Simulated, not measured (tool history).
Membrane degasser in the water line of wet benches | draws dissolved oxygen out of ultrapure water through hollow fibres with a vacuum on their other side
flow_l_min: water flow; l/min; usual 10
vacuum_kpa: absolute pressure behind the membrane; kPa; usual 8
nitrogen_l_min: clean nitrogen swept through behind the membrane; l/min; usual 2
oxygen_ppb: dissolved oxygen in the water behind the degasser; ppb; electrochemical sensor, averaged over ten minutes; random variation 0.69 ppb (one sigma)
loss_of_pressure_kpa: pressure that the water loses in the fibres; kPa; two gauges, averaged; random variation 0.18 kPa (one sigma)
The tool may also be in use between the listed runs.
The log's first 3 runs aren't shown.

| run | hour | flow_l_min | vacuum_kpa | nitrogen_l_min | hours since the membrane was changed | hours since the vacuum gauge was calibrated | hours since the vacuum lines were made tight | oxygen_ppb | loss_of_pressure_kpa |
|---|---|---|---|---|---|---|---|---|---|
| 4 | 108.7 | 10 | 8 | 2 | 314 | 4513 | 12038 | 63.3 | 35.45 |
| 5 | 155.4 | 10 | 8 | 2 | 361 | 4559 | 12085 | 62.1 | 35.67 |
| 6 | 219.4 | 10 | 8 | 2 | 425 | 4623 | 12149 | 62.3 | 35.4 |
| 7 | 251 | 10 | 8 | 1.65 | 456 | 4655 | 12181 | 73.9 | 35.56 |
| 8 | 278.7 | 10 | 8 | 2.17 | 484 | 4683 | 12208 | 57.3 | 35.41 |
| 9 | 322.4 | 10 | 8 | 5.22 | 528 | 4727 | 12252 | 26.6 | 35.18 |
| 10 | 374.9 | 10 | 8 | 2 | 580 | 4779 | 12305 | 62.9 | 35.66 |
| 11 | 420.2 | 10 | 8 | 2 | 625 | 4824 | 12350 | 63.1 | 35.52 |
|  | 425.7 | seals of the vacuum lines changed |
| 12 | 488.1 | 10 | 8 | 2 | 691 | 4890 | 62 | 61.3 | 35.63 |
| 13 | 522.1 | 10 | 8 | 2 | 725 | 4924 | 96 | 62.4 | 35.52 |
| 14 | 550.6 | 8 | 8 | 2 | 754 | 4953 | 125 | 49.1 | 28.36 |
| 15 | 591 | 8 | 8 | 2 | 794 | 4993 | 165 | 48.8 | 28.37 |
| 16 | 628.4 | 10 | 8 | 1.49 | 832 | 5030 | 203 | 81 | 35.12 |
| 17 | 670.5 | 10 | 8 | 1.49 | 874 | 5073 | 245 | 82 | 35.07 |
| 18 | 703.4 | 10 | 8 | 1.49 | 907 | 5105 | 278 | 80.4 | 34.94 |
| 19 | 747.4 | 10 | 6.31 | 2 | 951 | 5149 | 322 | 42.2 | 35.39 |
| 20 | 805 | 10 | 14.04 | 5.87 | 1008 | 5207 | 379 | 50.5 | 35.31 |
| 21 | 836.4 | 10 | 14.04 | 5.87 | 1040 | 5238 | 411 | 50.5 | 35.26 |
| 22 | 868.5 | 9 | 12.94 | 2 | 1072 | 5271 | 443 | 108.4 | 31.76 |
| 23 | 914.2 | 10 | 9.37 | 0.84 | 1117 | 5316 | 489 | 171.1 | 35.24 |
| 24 | 949.5 | 10 | 9.37 | 0.84 | 1153 | 5352 | 524 | 173.2 | 34.89 |

The next listed run, before its measurement:
| 25 | 1009.9 | 10 | 9.37 | 0.84 | 1213 | 5412 | 584 | ? | ? |

oxygen_ppb: 171.6 ppb
loss_of_pressure_kpa: 35 kPa
Without the tool's hidden state the same run would have given oxygen_ppb 171.6 ppb, loss_of_pressure_kpa 35.7 kPa.

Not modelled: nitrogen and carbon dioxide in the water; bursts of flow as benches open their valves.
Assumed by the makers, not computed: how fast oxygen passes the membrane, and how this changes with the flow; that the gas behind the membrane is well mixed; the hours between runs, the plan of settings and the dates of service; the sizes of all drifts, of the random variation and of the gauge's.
